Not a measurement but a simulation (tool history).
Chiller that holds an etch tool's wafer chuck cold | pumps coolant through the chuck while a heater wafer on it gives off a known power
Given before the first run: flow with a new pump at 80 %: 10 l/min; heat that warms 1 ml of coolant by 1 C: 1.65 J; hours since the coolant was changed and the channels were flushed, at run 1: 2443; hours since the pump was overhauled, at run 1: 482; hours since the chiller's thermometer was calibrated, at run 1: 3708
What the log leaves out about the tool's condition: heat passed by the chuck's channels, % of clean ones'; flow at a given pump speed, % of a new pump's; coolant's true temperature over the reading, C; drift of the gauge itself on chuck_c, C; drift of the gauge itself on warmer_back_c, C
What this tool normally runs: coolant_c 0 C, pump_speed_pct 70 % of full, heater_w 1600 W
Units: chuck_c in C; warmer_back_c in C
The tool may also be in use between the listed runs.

| run | day | coolant_c | pump_speed_pct | heater_w | hours since the coolant was changed and the channels were flushed | hours since the pump was overhauled | hours since the chiller's thermometer was calibrated | chuck_c | warmer_back_c |
|---|---|---|---|---|---|---|---|---|---|
| 1 | 0.000 | 0 | 70 | 1600 | 2443 | 482 | 3708 | 20.7 | 6.78 |
| 2 | 1.254 | -9 | 70 | 1600 | 2474 | 512 | 3738 | 11.5 | 6.89 |
| 3 | 1.838 | 0 | 70 | 1600 | 2488 | 526 | 3752 | 20.5 | 6.88 |
| 4 | 2.779 | 0 | 70 | 1174 | 2510 | 549 | 3775 | 15.0 | 5.02 |
| 5 | 3.908 | 0 | 70 | 1174 | 2537 | 576 | 3802 | 15.1 | 4.98 |
| 6 | 5.100 | 0 | 70 | 1600 | 2566 | 604 | 3830 | 20.7 | 6.85 |
| 7 | 6.221 | -9 | 70 | 1600 | 2593 | 631 | 3857 | 11.8 | 6.90 |
| 8 | 7.200 | -9 | 70 | 1600 | 2616 | 655 | 3881 | 11.6 | 6.86 |
| 9 | 7.762 | -9 | 70 | 1600 | 2630 | 668 | 3894 | 11.6 | 6.84 |
| 10 | 8.708 | -9 | 70 | 1600 | 2653 | 691 | 3917 | 11.7 | 6.85 |
| 11 | 9.517 | -9 | 70 | 1600 | 2672 | 710 | 3936 | 11.8 | 6.92 |
| 12 | 10.338 | -7 | 70 | 1600 | 2692 | 730 | 3956 | 13.8 | 6.86 |
| 13 | 11.225 | -7 | 70 | 1600 | 2713 | 751 | 3977 | 13.8 | 6.85 |
| 14 | 11.917 | -7 | 70 | 1600 | 2729 | 768 | 3994 | 13.7 | 6.89 |
| 15 | 12.742 | -7 | 70 | 1600 | 2749 | 788 | 4014 | 13.9 | 6.80 |
| 16 | 13.562 | -7 | 70 | 1600 | 2769 | 808 | 4034 | 14.0 | 6.85 |
| 17 | 14.254 | -7 | 70 | 1600 | 2786 | 824 | 4050 | 14.0 | 6.89 |
| 18 | 14.804 | 5 | 84 | 926 | 2799 | 837 | 4063 | 15.1 | 3.26 |
| 19 | 15.767 | 5 | 84 | 926 | 2822 | 860 | 4086 | 15.2 | 3.24 |
| 20 | 16.896 | 4 | 98 | 1254 | 2849 | 887 | 4113 | 16.4 | 3.77 |
| 21 | 17.533 | 4 | 98 | 1254 | 2864 | 903 | 4129 | 16.4 | 3.72 |
| 22 | 18.775 | 4 | 69 | 1133 | 2894 | 933 | 4159 | 18.9 | 4.90 |
| 23 | 19.650 | -8 | 89 | 1469 | 2915 | 954 | 4180 | 7.7 | 4.87 |
| 24 | 20.458 | -8 | 89 | 1469 | 2934 | 973 | 4199 | 7.8 | 4.87 |
| 25 | 21.296 | 0 | 73 | 1600 | 2955 | 993 | 4219 | 20.2 | 6.56 |
| 26 | 22.333 | 0 | 95 | 1600 | 2979 | 1018 | 4244 | 16.3 | 4.98 |
| 27 | 23.538 | 0 | 95 | 1600 | 3008 | 1047 | 4273 | 16.5 | 4.96 |
| 28 | 24.704 | 8 | 70 | 1600 | 3036 | 1075 | 4301 | 29.0 | 6.95 |
| 29 | 25.292 | -9 | 70 | 1604 | 3050 | 1089 | 4315 | 12.4 | 6.85 |
| 30 | 26.321 | 0 | 70 | 956 | 3075 | 1114 | 4340 | 12.7 | 4.15 |
| 31 | 27.183 | -3 | 87 | 919 | 3096 | 1134 | 4360 | 7.0 | 3.18 |
| 32 | 28.433 | -2 | 70 | 1600 | 3126 | 1164 | 4390 | 19.3 | 6.93 |
| 33 | 29.288 | -6 | 98 | 917 | 3146 | 1185 | 4411 | 3.3 | 2.73 |

Branching from run 33: 3 alternative next runs. What would each branch give?
| A | 29.888 | 6 | 94 | 1427 | 3161 | 1199 | 4425 | ? | ? |
| B | 29.888 | -2 | 81 | 2246 | 3161 | 1199 | 4425 | ? | ? |
| C | 29.888 | 0 | 89 | 2223 | 3161 | 1199 | 4425 | ? | ? |

| run | chuck_c | warmer_back_c |
|---|---|---|
| A | 20.9 | 4.55 |
| B | 24.7 | 8.31 |
| C | 24.6 | 7.36 |
With the hidden condition removed and each run's random variation left untouched, the same runs would have given:
| run | chuck_c | warmer_back_c |
|---|---|---|
| A | 19.2 | 4.42 |
| B | 21.5 | 8.07 |
| C | 21.7 | 7.15 |
